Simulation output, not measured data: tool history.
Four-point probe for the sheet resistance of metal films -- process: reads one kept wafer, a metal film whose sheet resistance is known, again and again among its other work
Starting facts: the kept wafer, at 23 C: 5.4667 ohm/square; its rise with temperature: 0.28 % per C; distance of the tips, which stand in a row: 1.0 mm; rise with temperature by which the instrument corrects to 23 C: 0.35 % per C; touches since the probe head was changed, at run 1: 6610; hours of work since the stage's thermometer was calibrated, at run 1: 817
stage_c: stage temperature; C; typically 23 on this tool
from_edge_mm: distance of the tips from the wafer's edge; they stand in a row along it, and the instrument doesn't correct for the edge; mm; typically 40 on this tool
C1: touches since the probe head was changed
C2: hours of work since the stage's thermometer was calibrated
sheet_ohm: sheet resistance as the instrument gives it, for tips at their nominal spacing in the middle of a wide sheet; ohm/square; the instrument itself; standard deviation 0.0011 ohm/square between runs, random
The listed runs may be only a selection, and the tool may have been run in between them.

Run 1, hour 0.0: usual settings; C1 6610; C2 817. Result: sheet_ohm 5.454433 ohm/square.
Run 2, hour 105.7: usual settings but from_edge_mm 3 mm; C1 8701; C2 875. Result: sheet_ohm 5.758860 ohm/square.
Run 3, hour 173.5: usual settings but from_edge_mm 3 mm; C1 10043; C2 911. Result: sheet_ohm 5.758800 ohm/square.
Run 4, hour 271.1: usual settings; C1 11976; C2 964. Result: sheet_ohm 5.455034 ohm/square.
Run 5, hour 317.5: usual settings; C1 12893; C2 989. Result: sheet_ohm 5.454173 ohm/square.
Run 6, hour 389.5: usual settings but from_edge_mm 12 mm; C1 14318; C2 1028. Result: sheet_ohm 5.473726 ohm/square.
Run 7, hour 485.7: usual settings but from_edge_mm 5 mm; C1 16221; C2 1080. Result: sheet_ohm 5.567413 ohm/square.
At hour 495.9: stage's thermometer calibrated.
Run 8, hour 595.1: usual settings but from_edge_mm 5 mm; C1 18376; C2 54. Result: sheet_ohm 5.568177 ohm/square.
Run 9, hour 694.3: usual settings but stage_c 28 C; C1 20341; C2 107. Result: sheet_ohm 5.432754 ohm/square.
Run 10, hour 746.1: usual settings but from_edge_mm 4 mm; C1 21366; C2 136. Result: sheet_ohm 5.628643 ohm/square.
Run 11, hour 798.8: usual settings but from_edge_mm 4 mm; C1 22407; C2 164. Result: sheet_ohm 5.628375 ohm/square.
Run 12, hour 877.6: usual settings; C1 23968; C2 207. Result: sheet_ohm 5.451385 ohm/square.
Run 13, hour 924.4: usual settings but from_edge_mm 66 mm; C1 24892; C2 232. Result: sheet_ohm 5.449556 ohm/square.
At hour 996.1: stage's thermometer calibrated, once more.
Run 14, hour 1001.4: usual settings but from_edge_mm 66 mm; C1 26406; C2 3. Result: sheet_ohm 5.444916 ohm/square.
Run 15, hour 1110.6: usual settings but from_edge_mm 66 mm; C1 28568; C2 62. Result: sheet_ohm 5.444324 ohm/square.
Run 16, hour 1183.7: usual settings but stage_c 20 C, from_edge_mm 43 mm; C1 30015; C2 102. Result: sheet_ohm 5.458441 ohm/square.
Run 17, hour 1232.6: usual settings but stage_c 22 C, from_edge_mm 14 mm; C1 30983; C2 128. Result: sheet_ohm 5.464360 ohm/square.
Run 18, hour 1309.6: usual settings but stage_c 27 C, from_edge_mm 70 mm; C1 32505; C2 170. Result: sheet_ohm 5.427179 ohm/square.
Run 19, hour 1401.6: usual settings but stage_c 27 C, from_edge_mm 70 mm; C1 34327; C2 220. Result: sheet_ohm 5.427137 ohm/square.
Run 20, hour 1477.3: usual settings but stage_c 27 C, from_edge_mm 70 mm; C1 35825; C2 261. Result: sheet_ohm 5.427100 ohm/square.
Run 21, hour 1522.3: usual settings but stage_c 31 C, from_edge_mm 55 mm; C1 36715; C2 285. Result: sheet_ohm 5.412878 ohm/square.
Run 22, hour 1629.1: usual settings but stage_c 22 C, from_edge_mm 4 mm; C1 38827; C2 343. Result: sheet_ohm 5.621787 ohm/square.
Run 23, hour 1683.2: usual settings but stage_c 28 C, from_edge_mm 10 mm; C1 39898; C2 372. Result: sheet_ohm 5.449219 ohm/square.
Run 24, hour 1740.4: usual settings but stage_c 18 C, from_edge_mm 72 mm; C1 41030; C2 403. Result: sheet_ohm 5.463118 ohm/square.
Run 25, hour 1804.2: usual settings but stage_c 25 C; C1 42293; C2 438. Result: sheet_ohm 5.433057 ohm/square.
Run 26, hour 1888.6: usual settings but stage_c 27 C; C1 43963; C2 483. Result: sheet_ohm 5.426992 ohm/square.

Alternative continuations, all from the tool just after run 26; predict every row:
Run A, hour 1977.8: usual settings but stage_c 26 C, from_edge_mm 16 mm; C1 45729; C2 532. Result: sheet_ohm ?.
Run B, hour 1977.8: usual settings but stage_c 21 C, from_edge_mm 50 mm; C1 45729; C2 532. Result: sheet_ohm ?.
Run C, hour 1977.8: usual settings but stage_c 33 C, from_edge_mm 48 mm; C1 45729; C2 532. Result: sheet_ohm ?.
Run D, hour 1977.8: usual settings but from_edge_mm 45 mm; C1 45729; C2 532. Result: sheet_ohm ?.
Run E, hour 1977.8: usual settings but stage_c 26 C; C1 45729; C2 532. Result: sheet_ohm ?.

run  sheet_ohm
  A   5.439718
  B   5.449332
  C   5.402706
  D   5.441416
  E   5.429953
Take away the tool's hidden state, keep each run's random variation, and the runs would have read:
run  sheet_ohm
  A   5.465857
  B   5.475523
  C   5.428669
  D   5.467568
  E   5.456048

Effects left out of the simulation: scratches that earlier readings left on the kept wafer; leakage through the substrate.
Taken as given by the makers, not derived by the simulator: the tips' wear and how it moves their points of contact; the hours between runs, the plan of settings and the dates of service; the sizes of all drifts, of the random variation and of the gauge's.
